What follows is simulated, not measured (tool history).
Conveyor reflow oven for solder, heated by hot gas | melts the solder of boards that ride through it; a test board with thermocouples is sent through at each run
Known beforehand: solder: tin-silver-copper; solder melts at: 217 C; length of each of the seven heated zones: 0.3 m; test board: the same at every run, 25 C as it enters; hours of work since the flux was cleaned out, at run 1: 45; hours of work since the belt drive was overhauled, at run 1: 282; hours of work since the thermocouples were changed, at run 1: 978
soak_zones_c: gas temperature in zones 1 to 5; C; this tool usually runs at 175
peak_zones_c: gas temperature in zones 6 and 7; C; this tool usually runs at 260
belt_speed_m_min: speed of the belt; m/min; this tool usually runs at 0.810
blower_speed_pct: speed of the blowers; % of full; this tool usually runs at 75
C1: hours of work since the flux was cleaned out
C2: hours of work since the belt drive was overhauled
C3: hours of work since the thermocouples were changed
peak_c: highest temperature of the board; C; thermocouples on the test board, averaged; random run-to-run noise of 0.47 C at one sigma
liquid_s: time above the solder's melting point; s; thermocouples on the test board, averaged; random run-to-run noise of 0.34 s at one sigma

run 1 hour=0.0 | soak_zones_c=175 peak_zones_c=260 belt_speed_m_min=0.810 blower_speed_pct=75 | C1=45 C2=282 C3=978 | peak_c=244.5 liquid_s=29.7
run 2 hour=34.1 | soak_zones_c=175 peak_zones_c=260 belt_speed_m_min=0.810 blower_speed_pct=75 | C1=61 C2=298 C3=995 | peak_c=243.6 liquid_s=30.1
run 3 hour=54.6 | soak_zones_c=175 peak_zones_c=260 belt_speed_m_min=0.811 blower_speed_pct=75 | C1=71 C2=308 C3=1005 | peak_c=243.1 liquid_s=30.2
run 4 hour=77.3 | soak_zones_c=175 peak_zones_c=260 belt_speed_m_min=0.811 blower_speed_pct=75 | C1=82 C2=319 C3=1016 | peak_c=243.6 liquid_s=29.7
-- hour=97.7 thermocouples of zones 6 and 7 changed
run 5 hour=103.2 | soak_zones_c=175 peak_zones_c=260 belt_speed_m_min=0.810 blower_speed_pct=75 | C1=94 C2=331 C3=3 | peak_c=244.2 liquid_s=30.1
run 6 hour=134.4 | soak_zones_c=175 peak_zones_c=260 belt_speed_m_min=0.810 blower_speed_pct=83 | C1=109 C2=346 C3=18 | peak_c=245.6 liquid_s=30.7
run 7 hour=170.0 | soak_zones_c=175 peak_zones_c=271 belt_speed_m_min=0.810 blower_speed_pct=75 | C1=126 C2=364 C3=35 | peak_c=254.6 liquid_s=34.3
run 8 hour=200.1 | soak_zones_c=175 peak_zones_c=271 belt_speed_m_min=0.810 blower_speed_pct=75 | C1=141 C2=378 C3=50 | peak_c=254.0 liquid_s=35.0
run 9 hour=228.5 | soak_zones_c=175 peak_zones_c=273 belt_speed_m_min=0.810 blower_speed_pct=75 | C1=155 C2=392 C3=64 | peak_c=255.3 liquid_s=35.4
run 10 hour=265.9 | soak_zones_c=175 peak_zones_c=273 belt_speed_m_min=0.810 blower_speed_pct=75 | C1=173 C2=410 C3=82 | peak_c=255.1 liquid_s=34.6
-- hour=274.4 flux residue cleaned out of gas plates and filters
run 11 hour=293.0 | soak_zones_c=175 peak_zones_c=260 belt_speed_m_min=0.810 blower_speed_pct=75 | C1=9 C2=421 C3=93 | peak_c=243.2 liquid_s=29.4
run 12 hour=329.6 | soak_zones_c=182 peak_zones_c=260 belt_speed_m_min=0.810 blower_speed_pct=75 | C1=27 C2=439 C3=111 | peak_c=244.6 liquid_s=31.5
run 13 hour=360.1 | soak_zones_c=182 peak_zones_c=260 belt_speed_m_min=0.810 blower_speed_pct=77 | C1=42 C2=454 C3=125 | peak_c=245.0 liquid_s=32.4
run 14 hour=396.3 | soak_zones_c=175 peak_zones_c=260 belt_speed_m_min=0.810 blower_speed_pct=75 | C1=59 C2=472 C3=143 | peak_c=242.7 liquid_s=29.5
-- hour=411.6 flux residue cleaned out of gas plates and filters, once more
run 15 hour=439.4 | soak_zones_c=175 peak_zones_c=260 belt_speed_m_min=0.810 blower_speed_pct=75 | C1=14 C2=490 C3=162 | peak_c=245.3 liquid_s=31.0
run 16 hour=458.5 | soak_zones_c=175 peak_zones_c=260 belt_speed_m_min=0.810 blower_speed_pct=77 | C1=23 C2=499 C3=171 | peak_c=244.9 liquid_s=31.6
run 17 hour=477.9 | soak_zones_c=175 peak_zones_c=268 belt_speed_m_min=0.810 blower_speed_pct=50 | C1=32 C2=509 C3=180 | peak_c=246.8 liquid_s=31.2
run 18 hour=506.8 | soak_zones_c=162 peak_zones_c=260 belt_speed_m_min=0.751 blower_speed_pct=75 | C1=46 C2=523 C3=194 | peak_c=244.6 liquid_s=31.3
run 19 hour=530.2 | soak_zones_c=165 peak_zones_c=260 belt_speed_m_min=0.826 blower_speed_pct=75 | C1=58 C2=534 C3=206 | peak_c=243.2 liquid_s=26.5
run 20 hour=549.4 | soak_zones_c=165 peak_zones_c=260 belt_speed_m_min=0.826 blower_speed_pct=75 | C1=67 C2=544 C3=215 | peak_c=242.4 liquid_s=26.6

The next listed run, before its measurement:
run 21 hour=565.6 | soak_zones_c=165 peak_zones_c=260 belt_speed_m_min=0.826 blower_speed_pct=75 | C1=75 C2=552 C3=223 | peak_c=? liquid_s=?

{"run 21": {"peak_c": 241.9, "liquid_s": 26.5}}
On a tool with no hidden condition, and with the same random variation, this run would have come out at peak_c 242.7 C, liquid_s 26.6 s.

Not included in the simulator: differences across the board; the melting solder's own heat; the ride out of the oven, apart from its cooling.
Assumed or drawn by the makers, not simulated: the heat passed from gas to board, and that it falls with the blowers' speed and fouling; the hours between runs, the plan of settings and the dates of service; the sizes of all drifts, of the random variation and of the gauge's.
